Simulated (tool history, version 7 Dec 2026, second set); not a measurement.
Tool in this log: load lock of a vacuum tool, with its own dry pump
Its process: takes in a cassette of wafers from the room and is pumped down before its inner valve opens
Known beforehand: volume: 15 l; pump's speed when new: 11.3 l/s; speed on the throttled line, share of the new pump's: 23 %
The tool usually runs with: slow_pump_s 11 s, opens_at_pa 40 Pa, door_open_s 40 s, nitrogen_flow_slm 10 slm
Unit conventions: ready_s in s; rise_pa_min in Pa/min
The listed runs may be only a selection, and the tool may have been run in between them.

run    hour  slow_pump_s  opens_at_pa  door_open_s  nitrogen_flow_slm  incoming humidity of the room's air, %  ready_s  rise_pa_min
  1     0.0           11           40           40                 10                                    41.0    19.48        0.540
  2   138.5           11           40           40                 10                                    43.8    19.28        0.544
  3   291.9           18           40           40                 10                                    44.4    24.77        0.557
  4   532.5           18           40           40                 10                                    44.0    24.74        0.579
  5   665.9           18           65           40                 10                                    47.1    24.02        0.577
  6   819.6           14           65           40                 10                                    42.5    21.00        0.583
  7   979.4           14           65           40                 10                                    44.6    20.88        0.608
  8  1218.4           14           65           40                 10                                    43.6    21.02        0.625
  9  1454.3            9           65           94                 10                                    43.0    17.30        0.663
 10  1639.0            7           65          156                 37                                    45.0    15.87        0.654
 11  1825.2            7           65          156                 37                                    46.8    15.72        0.669
 12  1947.8           10           40           27                  4                                    44.7    18.89        0.676
 13  2148.5            9           40           40                 13                                    45.7    18.03        0.685
     2281.3  -- door's seal changed, seat wiped
 14  2361.6            9           40           40                 13                                    41.8    17.78        0.038

Forecast each of these 4 alternatives for the next run:
  A  2570.6           14           40          208                 13                                    44.5        ?            ?
  B  2570.6            9           40           27                 13                                    46.4        ?            ?
  C  2570.6           11           47          129                 10                                    41.2        ?            ?
  D  2570.6           11           80          132                 38                                    46.0        ?            ?

run  ready_s  rise_pa_min
  A    21.87        0.070
  B    17.83        0.037
  C    19.17        0.050
  D    18.35        0.044
Had the tool no hidden state, the same runs would have come out as:
run  ready_s  rise_pa_min
  A    21.36        0.062
  B    17.24        0.029
  C    18.63        0.043
  D    17.86        0.037

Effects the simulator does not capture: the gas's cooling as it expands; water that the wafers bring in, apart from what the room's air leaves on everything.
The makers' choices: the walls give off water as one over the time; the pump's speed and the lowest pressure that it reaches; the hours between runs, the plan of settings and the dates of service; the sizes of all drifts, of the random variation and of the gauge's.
